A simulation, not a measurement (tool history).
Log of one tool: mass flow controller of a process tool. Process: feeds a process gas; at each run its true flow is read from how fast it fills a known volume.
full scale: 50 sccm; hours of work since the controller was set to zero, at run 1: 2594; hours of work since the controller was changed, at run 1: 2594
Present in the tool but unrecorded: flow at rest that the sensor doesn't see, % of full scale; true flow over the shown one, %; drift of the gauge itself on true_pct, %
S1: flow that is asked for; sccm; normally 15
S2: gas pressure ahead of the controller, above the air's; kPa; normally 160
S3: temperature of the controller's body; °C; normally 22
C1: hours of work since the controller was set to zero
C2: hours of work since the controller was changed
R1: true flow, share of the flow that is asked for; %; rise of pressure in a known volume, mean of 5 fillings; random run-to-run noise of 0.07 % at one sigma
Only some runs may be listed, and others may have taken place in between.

run    hour  S1   S2  S3    C1    C2      R1
  1     0.0  15  160  22  2594  2594   99.37
  2   267.4  15  160  22  2712  2712   99.21
  3   446.7  15  160  22  2791  2791   99.33
  4   678.8  15  160  22  2893  2893   99.45
  5  1051.0  15  160  22  3057  3057   99.31
     1090.8  -- controller's zero set anew
  6  1482.1  15  160  22   173  3247   99.58
  7  1827.1  47  160  22   325  3399  100.58
  8  2054.7   7  249  22   425  3500  100.14
     2364.3  -- controller's zero set anew, once more
  9  2379.4  27  195  20     7  3643   99.07
 10  2778.3  27  195  20   183  3819   99.03
 11  3121.8  27  195  20   334  3970   99.23
 12  3508.1  15  160  28   505  4141   99.33
 13  3790.0  43  151  26   629  4265  100.63
 14  4069.4  43  151  26   752  4388  100.55

Alternative continuations, all from the tool just after run 14; predict every row:
  A  4445.2  35  269  26  918  4554   ?
  B  4445.2  26  168  26  918  4554   ?
  C  4445.2  15  144  24  918  4554   ?
  D  4445.2   7  162  37  918  4554   ?
  E  4445.2  35  189  26  918  4554   ?

run      R1
  A   99.98
  B   99.83
  C   99.21
  D  100.01
  E  100.20
Without the tool's hidden state the same runs would have given:
run     R1
  A  99.17
  B  98.99
  C  98.27
  D  98.81
  E  99.39

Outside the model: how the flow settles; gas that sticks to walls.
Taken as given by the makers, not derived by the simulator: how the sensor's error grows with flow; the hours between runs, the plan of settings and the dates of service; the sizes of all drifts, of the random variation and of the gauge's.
